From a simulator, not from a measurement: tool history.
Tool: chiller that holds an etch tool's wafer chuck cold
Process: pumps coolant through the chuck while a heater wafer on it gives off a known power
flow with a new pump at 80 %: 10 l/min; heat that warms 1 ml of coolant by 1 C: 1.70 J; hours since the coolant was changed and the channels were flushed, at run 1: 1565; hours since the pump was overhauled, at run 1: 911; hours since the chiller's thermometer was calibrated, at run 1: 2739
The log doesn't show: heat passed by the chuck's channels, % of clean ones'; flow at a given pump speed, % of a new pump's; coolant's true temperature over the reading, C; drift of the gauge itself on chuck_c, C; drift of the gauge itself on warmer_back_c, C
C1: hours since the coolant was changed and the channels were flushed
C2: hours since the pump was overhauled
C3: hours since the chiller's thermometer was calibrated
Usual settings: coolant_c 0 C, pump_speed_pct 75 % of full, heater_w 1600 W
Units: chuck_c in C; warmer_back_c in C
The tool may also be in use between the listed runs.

{"run": 1, "day": 0.0, "coolant_c": 0, "pump_speed_pct": 75, "heater_w": 1600, "C1": 1565, "C2": 911, "C3": 2739, "chuck_c": 13.2, "warmer_back_c": 6.16}
{"run": 2, "day": 0.733, "coolant_c": 0, "pump_speed_pct": 75, "heater_w": 1600, "C1": 1582, "C2": 928, "C3": 2757, "chuck_c": 13.1, "warmer_back_c": 6.1}
{"run": 3, "day": 1.488, "coolant_c": 0, "pump_speed_pct": 75, "heater_w": 1600, "C1": 1601, "C2": 946, "C3": 2775, "chuck_c": 13.2, "warmer_back_c": 6.13}
{"run": 4, "day": 2.062, "coolant_c": 0, "pump_speed_pct": 75, "heater_w": 1600, "C1": 1614, "C2": 960, "C3": 2789, "chuck_c": 13.2, "warmer_back_c": 6.22}
{"run": 5, "day": 3.0, "coolant_c": 0, "pump_speed_pct": 75, "heater_w": 1600, "C1": 1637, "C2": 983, "C3": 2811, "chuck_c": 13.0, "warmer_back_c": 6.07}
{"run": 6, "day": 3.908, "coolant_c": 0, "pump_speed_pct": 75, "heater_w": 1600, "C1": 1659, "C2": 1005, "C3": 2833, "chuck_c": 13.3, "warmer_back_c": 6.16}
{"run": 7, "day": 4.979, "coolant_c": 0, "pump_speed_pct": 75, "heater_w": 1600, "C1": 1684, "C2": 1030, "C3": 2859, "chuck_c": 13.3, "warmer_back_c": 6.15}
{"run": 8, "day": 5.733, "coolant_c": 0, "pump_speed_pct": 75, "heater_w": 1600, "C1": 1702, "C2": 1048, "C3": 2877, "chuck_c": 13.3, "warmer_back_c": 6.15}
{"run": 9, "day": 6.342, "coolant_c": 0, "pump_speed_pct": 75, "heater_w": 1600, "C1": 1717, "C2": 1063, "C3": 2891, "chuck_c": 13.4, "warmer_back_c": 6.14}
{"run": 10, "day": 7.392, "coolant_c": 0, "pump_speed_pct": 75, "heater_w": 1600, "C1": 1742, "C2": 1088, "C3": 2917, "chuck_c": 13.3, "warmer_back_c": 6.14}
{"run": 11, "day": 8.071, "coolant_c": 8, "pump_speed_pct": 75, "heater_w": 1602, "C1": 1759, "C2": 1104, "C3": 2933, "chuck_c": 21.3, "warmer_back_c": 6.08}
{"run": 12, "day": 8.979, "coolant_c": 0, "pump_speed_pct": 70, "heater_w": 1714, "C1": 1780, "C2": 1126, "C3": 2955, "chuck_c": 14.9, "warmer_back_c": 7.12}

Forecast run 13:
{"run": 13, "day": 10.338, "coolant_c": 1, "pump_speed_pct": 94, "heater_w": 2387, "C1": 1813, "C2": 1159, "C3": 2987, "chuck_c": "?", "warmer_back_c": "?"}

chuck_c: 17.9 C
warmer_back_c: 7.08 C
Without the tool's hidden state the same run would have given chuck_c 17.3 C, warmer_back_c 7.00 C.
